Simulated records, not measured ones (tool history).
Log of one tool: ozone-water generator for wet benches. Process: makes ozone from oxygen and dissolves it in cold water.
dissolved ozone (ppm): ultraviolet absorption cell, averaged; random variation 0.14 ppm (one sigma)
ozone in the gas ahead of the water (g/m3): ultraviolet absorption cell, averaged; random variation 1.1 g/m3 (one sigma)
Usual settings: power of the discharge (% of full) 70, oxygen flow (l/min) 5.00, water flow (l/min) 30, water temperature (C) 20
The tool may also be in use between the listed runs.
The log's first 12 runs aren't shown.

run    hour  power of the discharge (% of full)  oxygen flow (l/min)  water flow (l/min)  water temperature (C)  hours of work since the electrodes were changed  hours of work since the contactor was cleaned  hours of work since the thermometer was calibrated  dissolved ozone (ppm)  ozone in the gas ahead of the water (g/m3)
 13   381.8                                  70                 4.06                  30                     20                                              819                                           2386                                                 214                   15.9                                       220.8
      396.6  -- contactor cleaned
 14   425.6                                  70                 4.06                  30                     20                                              847                                             20                                                 242                   15.6                                       218.1
 15   460.5                                  70                 5.00                  30                     20                                              871                                             45                                                 266                   16.2                                       196.7
 16   498.4                                  70                 5.00                  30                     20                                              898                                             71                                                 293                   16.1                                       197.7
 17   518.9                                  70                 5.00                  30                     20                                              912                                             85                                                 307                   16.4                                       197.5
 18   561.4                                  70                 5.00                  30                     20                                              942                                            115                                                 337                   16.5                                       199.3
 19   599.0                                  70                 5.00                  30                     20                                              968                                            141                                                 363                   16.2                                       198.1
 20   624.7                                  69                 5.00                  27                     18                                              986                                            159                                                 381                   18.1                                       197.4
 21   649.8                                  70                 6.98                  23                     13                                             1004                                            177                                                 398                   23.1                                       170.2
 22   668.7                                  70                 2.89                  23                     13                                             1017                                            190                                                 412                   20.0                                       260.8
 23   707.5                                  70                 2.89                  23                     13                                             1044                                            217                                                 439                   19.9                                       259.4
 24   753.1                                  70                 2.89                  23                     13                                             1076                                            249                                                 471                   19.7                                       259.7
 25   788.3                                  70                 2.65                  23                     18                                             1100                                            274                                                 495                   18.8                                       273.3
 26   809.6                                  70                 3.29                  20                     19                                             1115                                            289                                                 510                   22.0                                       243.1
 27   837.7                                  70                 8.10                  44                     19                                             1135                                            308                                                 530                   12.6                                       155.0
 28   876.1                                  70                 2.97                  31                     20                                             1162                                            335                                                 557                   14.0                                       256.9
 29   921.5                                  70                 2.97                  31                     20                                             1194                                            367                                                 588                   14.1                                       258.1
 30   955.8                                  70                 2.97                  31                     20                                             1218                                            391                                                 612                   14.3                                       256.6
 31   987.4                                  70                 5.00                  35                     15                                             1240                                            413                                                 634                   14.7                                       200.0
 32  1018.5                                  70                 4.19                  24                     15                                             1261                                            435                                                 656                   20.4                                       216.3
 33  1045.4                                  79                 3.10                  29                     24                                             1280                                            453                                                 675                   16.0                                       267.9

4 ways to go on from here, each from the tool as it stands after run 33. What would each give?
  A  1075.6                                  79                 3.10                  36                     24                                             1301                                            474                                                 696                      ?                                           ?
  B  1075.6                                  70                 5.00                  23                     20                                             1301                                            474                                                 696                      ?                                           ?
  C  1075.6                                  77                 3.10                  23                     24                                             1301                                            474                                                 696                      ?                                           ?
  D  1075.6                                  79                 3.11                  29                     18                                             1301                                            474                                                 696                      ?                                           ?

run  dissolved ozone (ppm)  ozone in the gas ahead of the water (g/m3)
  A                   12.6                                       269.7
  B                   20.3                                       199.2
  C                   19.4                                       265.0
  D                   16.7                                       268.8
Without the tool's hidden state the same runs would have given:
run  dissolved ozone (ppm)  ozone in the gas ahead of the water (g/m3)
  A                   12.6                                       269.9
  B                   20.3                                       199.3
  C                   19.4                                       265.2
  D                   16.7                                       269.0

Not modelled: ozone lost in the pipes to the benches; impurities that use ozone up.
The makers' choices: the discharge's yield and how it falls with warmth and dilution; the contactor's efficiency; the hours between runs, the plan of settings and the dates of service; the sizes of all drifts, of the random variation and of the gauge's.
